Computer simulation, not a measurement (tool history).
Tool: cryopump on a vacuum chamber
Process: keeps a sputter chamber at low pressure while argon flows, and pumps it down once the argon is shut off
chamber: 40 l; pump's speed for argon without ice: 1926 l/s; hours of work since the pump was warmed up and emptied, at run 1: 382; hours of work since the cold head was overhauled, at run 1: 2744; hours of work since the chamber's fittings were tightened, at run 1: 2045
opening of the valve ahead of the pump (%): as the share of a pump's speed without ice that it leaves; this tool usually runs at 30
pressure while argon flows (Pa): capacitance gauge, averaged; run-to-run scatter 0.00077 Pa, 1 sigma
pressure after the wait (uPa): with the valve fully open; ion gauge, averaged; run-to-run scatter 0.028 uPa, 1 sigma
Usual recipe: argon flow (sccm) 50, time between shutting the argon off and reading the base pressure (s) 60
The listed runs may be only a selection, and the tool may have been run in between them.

run	hour	argon flow (sccm)	time between shutting the argon off and reading the base pressure (s)	opening of the valve ahead of the pump (%)	hours of work since the pump was warmed up and emptied	hours of work since the cold head was overhauled	hours of work since the chamber's fittings were tightened	pressure while argon flows (Pa)	pressure after the wait (uPa)
1	0.0	50	60	30	382	2744	2045	0.1523	2.29
2	130.4	50	60	30	467	2830	2131	0.1549	2.35
# hour 241.6: pump warmed up, emptied and cooled again
3	261.7	50	60	49	13	2913	2214	0.0915	2.21
4	381.7	50	60	49	92	2991	2292	0.0927	2.23
5	459.7	50	60	49	143	3043	2343	0.0934	2.27
6	543.4	50	205	30	198	3098	2398	0.1509	1.50
7	653.4	50	83	30	270	3170	2471	0.1512	2.11
8	767.1	50	60	30	345	3244	2545	0.1547	2.50
9	870.6	50	60	30	413	3312	2613	0.1543	2.54
10	994.4	50	60	30	494	3394	2694	0.1588	2.57
# hour 1064.1: pump warmed up, emptied and cooled again
11	1096.3	50	60	30	21	3457	2758	0.1464	2.39
12	1223.4	50	29	30	105	3541	2841	0.1503	3.65
13	1312.7	50	29	30	163	3599	2900	0.1511	3.82
14	1442.2	50	60	24	248	3684	2985	0.1885	2.60
15	1542.2	47	60	30	314	3750	3050	0.1438	2.59
16	1670.4	50	60	30	398	3834	3135	0.1558	2.79
17	1766.1	73	60	30	461	3897	3197	0.2275	2.86
18	1850.8	50	171	30	516	3952	3253	0.1588	2.13
# hour 1884.8: pump warmed up, emptied and cooled again
19	1927.7	34	21	21	28	3999	3300	0.1433	4.78
20	2014.5	34	21	21	85	4056	3357	0.1444	4.74
21	2113.9	22	140	30	150	4122	3422	0.0666	2.11
22	2194.7	22	108	49	203	4175	3475	0.0422	2.31

Estimate the outcome of run 23 from the log above:
23	2315.1	45	60	20	282	4254	3554	?	?

pressure while argon flows (Pa): 0.2030
pressure after the wait (uPa): 2.86
On a tool with no hidden condition, and with the same random variation, this run would have come out at pressure while argon flows (Pa) 0.1970, pressure after the wait (uPa) 1.28.
